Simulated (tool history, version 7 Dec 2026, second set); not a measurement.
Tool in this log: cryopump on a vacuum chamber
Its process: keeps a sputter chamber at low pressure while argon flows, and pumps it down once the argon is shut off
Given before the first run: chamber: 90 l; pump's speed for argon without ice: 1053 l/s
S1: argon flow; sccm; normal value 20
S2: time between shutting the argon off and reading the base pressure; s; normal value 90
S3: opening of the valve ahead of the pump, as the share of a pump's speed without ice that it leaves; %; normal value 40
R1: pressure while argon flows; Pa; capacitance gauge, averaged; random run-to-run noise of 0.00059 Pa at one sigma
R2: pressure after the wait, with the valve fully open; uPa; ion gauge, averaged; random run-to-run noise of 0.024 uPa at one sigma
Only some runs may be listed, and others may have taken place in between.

Run 1, day 0: usual settings. Result: R1 0.0841 Pa, R2 1.62 uPa.
Run 2, day 0.346: usual settings but S2 30 s. Result: R1 0.0819 Pa, R2 2.92 uPa.
Run 3, day 0.896: usual settings but S2 30 s. Result: R1 0.0831 Pa, R2 2.87 uPa.
Run 4, day 1.442: usual settings. Result: R1 0.0831 Pa, R2 1.68 uPa.
Run 5, day 2.112: usual settings. Result: R1 0.0824 Pa, R2 1.64 uPa.
Run 6, day 2.417: usual settings. Result: R1 0.0835 Pa, R2 1.67 uPa.
Run 7, day 3.062: usual settings but S3 38 %. Result: R1 0.0883 Pa, R2 1.72 uPa.
Run 8, day 3.708: usual settings but S3 38 %. Result: R1 0.0884 Pa, R2 1.72 uPa.
Run 9, day 4.192: usual settings. Result: R1 0.0841 Pa, R2 1.73 uPa.
Run 10, day 4.604: usual settings. Result: R1 0.0838 Pa, R2 1.74 uPa.
Run 11, day 4.883: usual settings. Result: R1 0.086 Pa, R2 1.8 uPa.
Run 12, day 5.504: usual settings. Result: R1 0.0856 Pa, R2 1.76 uPa.
Run 13, day 6.058: usual settings. Result: R1 0.0858 Pa, R2 1.83 uPa.
Run 14, day 6.717: usual settings. Result: R1 0.0868 Pa, R2 1.86 uPa.
Run 15, day 7.083: usual settings. Result: R1 0.0864 Pa, R2 1.84 uPa.
Run 16, day 7.467: usual settings. Result: R1 0.086 Pa, R2 1.81 uPa.
Run 17, day 8.083: usual settings. Result: R1 0.0861 Pa, R2 1.91 uPa.
Run 18, day 8.525: usual settings but S3 30 %. Result: R1 0.1134 Pa, R2 1.88 uPa.
Run 19, day 8.892: usual settings but S3 30 %. Result: R1 0.1144 Pa, R2 1.99 uPa.
Run 20, day 9.371: usual settings but S1 30 sccm, S2 93 s, S3 25 %. Result: R1 0.2052 Pa, R2 1.95 uPa.
Run 21, day 9.762: usual settings but S1 30 sccm, S2 93 s, S3 25 %. Result: R1 0.2058 Pa, R2 1.95 uPa.
Run 22, day 10.2: usual settings but S1 37 sccm, S2 45 s, S3 39 %. Result: R1 0.1673 Pa, R2 2.63 uPa.
Run 23, day 10.492: usual settings but S2 116 s, S3 19 %. Result: R1 0.1767 Pa, R2 1.91 uPa.
Run 24, day 11.008: usual settings but S2 26 s, S3 19 %. Result: R1 0.1777 Pa, R2 3.59 uPa.
Run 25, day 11.675: usual settings but S2 128 s, S3 26 %. Result: R1 0.1319 Pa, R2 1.82 uPa.
Run 26, day 11.971: usual settings but S1 13 sccm, S2 91 s, S3 53 %. Result: R1 0.0457 Pa, R2 2.09 uPa.
Run 27, day 12.629: usual settings but S1 13 sccm, S2 160 s, S3 20 %. Result: R1 0.1105 Pa, R2 1.75 uPa.
Run 28, day 13.258: usual settings but S1 22 sccm, S2 69 s, S3 20 %. Result: R1 0.1877 Pa, R2 2.27 uPa.
Run 29, day 13.604: usual settings but S1 39 sccm, S2 51 s, S3 24 %. Result: R1 0.2798 Pa, R2 2.62 uPa.
Run 30, day 14.012: usual settings but S1 22 sccm, S2 38 s, S3 38 %. Result: R1 0.1041 Pa, R2 2.96 uPa.
Run 31, day 14.438: usual settings but S1 11 sccm, S2 122 s, S3 33 %. Result: R1 0.0596 Pa, R2 1.96 uPa.
Run 32, day 14.975: usual settings but S1 11 sccm, S2 133 s, S3 43 %. Result: R1 0.0469 Pa, R2 1.98 uPa.
Run 33, day 15.35: usual settings but S1 11 sccm, S2 133 s, S3 43 %. Result: R1 0.0476 Pa, R2 1.98 uPa.

What if the next run were any one of these 3? Each begins from the tool's condition after run 33:
Run A, day 15.892: usual settings but S1 36 sccm, S2 133 s, S3 26 %. Result: R1 ?, R2 ?.
Run B, day 15.892: usual settings but S1 10 sccm, S2 32 s. Result: R1 ?, R2 ?.
Run C, day 15.892: usual settings but S1 11 sccm, S2 158 s, S3 19 %. Result: R1 ?, R2 ?.

run      R1    R2
  A  0.2435  1.98
  B  0.0464  3.33
  C  0.0994  1.97
Without the tool's hidden state the same runs would have given:
run      R1    R2
  A  0.2218  0.69
  B  0.0404  2.04
  C  0.0927  0.65
